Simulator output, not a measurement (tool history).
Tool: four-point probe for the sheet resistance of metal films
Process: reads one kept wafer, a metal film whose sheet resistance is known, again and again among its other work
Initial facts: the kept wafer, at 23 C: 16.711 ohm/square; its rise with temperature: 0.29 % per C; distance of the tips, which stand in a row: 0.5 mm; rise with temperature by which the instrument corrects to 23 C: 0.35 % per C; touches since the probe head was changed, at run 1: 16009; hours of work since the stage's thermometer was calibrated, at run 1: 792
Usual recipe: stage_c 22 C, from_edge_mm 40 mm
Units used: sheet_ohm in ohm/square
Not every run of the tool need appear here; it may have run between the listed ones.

run    hour  stage_c  from_edge_mm  touches since the probe head was changed  hours of work since the stage's thermometer was calibrated  sheet_ohm
  1     0.0       22            40                                     16009                                                         792  16.721516
  2   107.0       22            40                                     18210                                                         842  16.721514
  3   170.6       22            40                                     19519                                                         871  16.721981
  4   279.9       22            40                                     21766                                                         922  16.721964
  5   336.7       22            40                                     22936                                                         949  16.719853
  6   408.3       22            40                                     24410                                                         982  16.721874
  7   483.3       22            40                                     25952                                                        1017  16.710881
  8   557.4       22            28                                     27476                                                        1052  16.718140
  9   632.8       22            28                                     29028                                                        1087  16.716591
 10   701.8       22            28                                     30447                                                        1119  16.705218
 11   776.0       22            28                                     31973                                                        1154  16.712330
 12   835.0       22            40                                     33188                                                        1181  16.713072
 13   945.7       30            40                                     35464                                                        1233  16.622778
 14  1028.9       22            72                                     37176                                                        1272  16.703812
 15  1099.4       20            72                                     38628                                                        1305  16.721855
 16  1146.9       20            44                                     39604                                                        1327  16.719337
 17  1211.0       20            44                                     40924                                                        1357  16.719097
 18  1316.7       22            40                                     43098                                                        1406  16.696488
 19  1424.7       22            48                                     45319                                                        1456  16.691892
 20  1495.2       22            48                                     46770                                                        1489  16.693368
     1559.4  -- stage's thermometer calibrated
 21  1607.1       22            40                                     49061                                                          22  16.716052
 22  1659.6       22            40                                     50141                                                          47  16.717050
 23  1751.3       20            74                                     52027                                                          90  16.731305
 24  1802.8       35            44                                     53088                                                         114  16.583561
 25  1871.6       21            11                                     54504                                                         146  16.739501
 26  1951.6       21            43                                     56149                                                         183  16.722797
 27  2037.5       21            43                                     57917                                                         223  16.718087
 28  2125.3       27            40                                     59722                                                         264  16.652863
 29  2196.5       20             4                                     61187                                                         297  16.863679
 30  2304.7       24            13                                     63413                                                         348  16.693742
 31  2412.2       30            40                                     65625                                                         398  16.617344
 32  2503.6       30            40                                     67504                                                         441  16.611488
 33  2573.3       33            40                                     68939                                                         473  16.589053
 34  2633.9       29             5                                     70186                                                         501  16.713033
 35  2682.4       21            19                                     71184                                                         524  16.709287
 36  2774.8       18            55                                     73084                                                         567  16.735564
 37  2843.3       33            26                                     74493                                                         599  16.587064
 38  2919.8       22            49                                     76067                                                         635  16.692349
 39  3028.4       27             9                                     78301                                                         686  16.665543
 40  3131.4       21             9                                     80421                                                         734  16.724299
 41  3200.2       24            40                                     81836                                                         766  16.665265
 42  3248.6       24            40                                     82832                                                         788  16.663943
 43  3338.9       19            40                                     84690                                                         830  16.717010
 44  3435.8       19            40                                     86682                                                         876  16.713324

Below, each run's measurement less what the same run would have read without the hidden state. Both values contain the same run-to-run variation, but the gauge's scatter may not be the same in both:
Hidden conditions of the tool in this case: inner tips' distance over the nominal, %; tips' flats over new ones', %; wafer's true temperature over the reading, C; drift of the gauge itself on sheet_ohm, %.
run  sheet_ohm
  1  +0.001982
  2  -0.000264
  3  -0.001514
  4  -0.003661
  5  -0.004891
  6  -0.006360
  7  -0.007859
  8  -0.009362
  9  -0.010859
 10  -0.012323
 11  -0.013900
 12  -0.015129
 13  -0.016983
 14  -0.019181
 15  -0.020672
 16  -0.021585
 17  -0.022845
 18  -0.024659
 19  -0.026825
 20  -0.028191
 21  -0.005674
 22  -0.006737
 23  -0.008483
 24  -0.009391
 25  -0.010941
 26  -0.012487
 27  -0.014167
 28  -0.015754
 29  -0.017452
 30  -0.019345
 31  -0.021256
 32  -0.023004
 33  -0.024247
 34  -0.025728
 35  -0.026825
 36  -0.028814
 37  -0.029533
 38  -0.031577
 39  -0.033611
 40  -0.036049
 41  -0.037260
 42  -0.038170
 43  -0.040300
 44  -0.042215
